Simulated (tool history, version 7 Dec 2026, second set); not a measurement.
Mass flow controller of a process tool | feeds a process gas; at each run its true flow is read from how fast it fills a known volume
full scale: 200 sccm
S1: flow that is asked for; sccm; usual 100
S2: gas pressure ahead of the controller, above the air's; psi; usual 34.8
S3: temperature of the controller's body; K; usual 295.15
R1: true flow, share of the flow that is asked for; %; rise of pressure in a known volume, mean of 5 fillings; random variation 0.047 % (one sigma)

run,hour,S1,S2,S3,R1
1,0.0,100,34.8,295.15,98.01
2,90.4,100,34.8,295.15,98.02
3,154.3,100,34.8,295.15,97.89
4,244.6,100,34.8,295.15,97.92
5,313.4,100,34.8,306.15,98.40
6,398.1,100,34.8,306.15,98.34
7,491.0,100,34.8,295.15,97.94
8,537.4,100,34.8,295.15,97.87
9,633.5,61,34.8,295.15,97.10
10,696.5,100,34.8,305.15,98.30
11,785.9,100,34.8,305.15,98.31
12,829.3,100,34.8,305.15,98.36
13,921.3,24,34.8,295.15,95.46
14,1011.3,100,34.8,303.15,98.23
15,1057.1,100,34.8,303.15,98.26
16,1113.1,100,33.6,303.15,98.31
17,1172.5,100,33.6,303.15,98.18
18,1268.3,100,34.8,295.15,97.89
19,1323.6,100,34.8,306.15,98.30
20,1397.1,100,34.8,294.15,97.79
21,1440.2,100,34.8,294.15,97.77
22,1516.3,100,34.8,295.15,97.77
23,1608.8,100,34.8,295.15,97.82
24,1711.4,23,22.8,311.15,95.99
25,1783.3,162,25.8,304.15,99.58
26,1851.2,162,25.8,304.15,99.53
27,1914.2,162,25.8,304.15,99.50
28,2010.7,43,28.1,297.15,96.44
29,2074.6,100,20.5,295.15,98.17
30,2159.5,100,20.5,295.15,98.10
31,2262.8,140,27.1,311.15,99.41
32,2326.1,158,25.5,311.15,99.81
33,2406.5,71,25.5,304.15,97.68
34,2501.7,39,37.0,304.15,96.25
35,2582.2,39,37.0,304.15,96.20
36,2659.4,29,21.2,313.15,96.26
37,2729.0,29,21.2,313.15,96.33
38,2825.1,63,25.8,296.15,97.09
39,2915.5,63,25.8,296.15,97.11
40,2959.5,63,25.8,296.15,97.07
41,3062.2,100,34.8,304.15,98.12
42,3109.9,100,34.8,304.15,98.11
43,3184.5,171,27.8,301.15,99.46
44,3286.9,45,22.6,303.15,96.68
45,3334.6,45,22.6,303.15,96.65
46,3381.9,32,39.0,306.15,95.63

5 ways to go on from here, each from the tool as it stands after run 46. What would each give?
A,3481.9,195,40.0,302.15,?
B,3481.9,32,39.0,298.15,?
C,3481.9,100,36.3,307.15,?
D,3481.9,85,22.6,313.15,?
E,3481.9,100,39.2,300.15,?

run,R1
A,99.65
B,95.19
C,98.21
D,98.35
E,97.78
Without the tool's hidden state the same runs would have given:
run,R1
A,99.84
B,97.21
C,98.75
D,99.01
E,98.32
